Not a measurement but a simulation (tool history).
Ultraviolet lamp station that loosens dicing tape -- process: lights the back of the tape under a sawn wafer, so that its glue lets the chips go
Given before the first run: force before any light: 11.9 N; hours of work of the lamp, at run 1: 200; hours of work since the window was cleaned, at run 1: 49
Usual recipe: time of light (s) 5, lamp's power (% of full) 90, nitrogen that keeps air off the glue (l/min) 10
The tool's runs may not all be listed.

run	hour	time of light (s)	lamp's power (% of full)	nitrogen that keeps air off the glue (l/min)	hours of work of the lamp	hours of work since the window was cleaned	force that peels the tape off (N)	light that reached the tape (mJ/cm2)
1	0.0	5	90	10	200	49	0.662	417
2	12.4	6	90	10	205	54	0.402	496
3	20.9	3	90	10	209	58	2.005	249
4	32.0	3	90	10	214	63	1.936	245
5	46.9	5	90	10	221	70	0.684	408
6	64.7	5	90	10	229	78	0.721	406
7	77.2	5	90	10	235	84	0.723	403
8	93.8	5	60	10	242	91	1.693	268
9	106.9	5	60	10	248	97	1.834	268
# hour 108.8: window cleaned of glue's vapour
10	121.1	5	60	10	254	6	1.832	261
11	136.7	5	60	10	261	13	1.897	254
# hour 148.0: window cleaned of glue's vapour, once more
12	153.8	5	90	10	269	3	0.669	417
13	169.4	5	90	10	276	10	0.670	417
14	184.9	5	90	7	283	17	0.970	404
15	203.8	5	90	9	291	25	0.789	407
16	212.1	5	90	9	295	29	0.793	404
17	221.1	5	90	17	299	33	0.425	405
18	231.7	5	90	17	304	38	0.408	404
19	241.5	5	90	17	309	42	0.424	398

What will run 20 give?
20	254.6	8	89	16	315	48	?	?

force that peels the tape off (N): 0.138
light that reached the tape (mJ/cm2): 634
With no hidden state in the tool, this same run would have given force that peels the tape off (N) 0.108, light that reached the tape (mJ/cm2) 752.
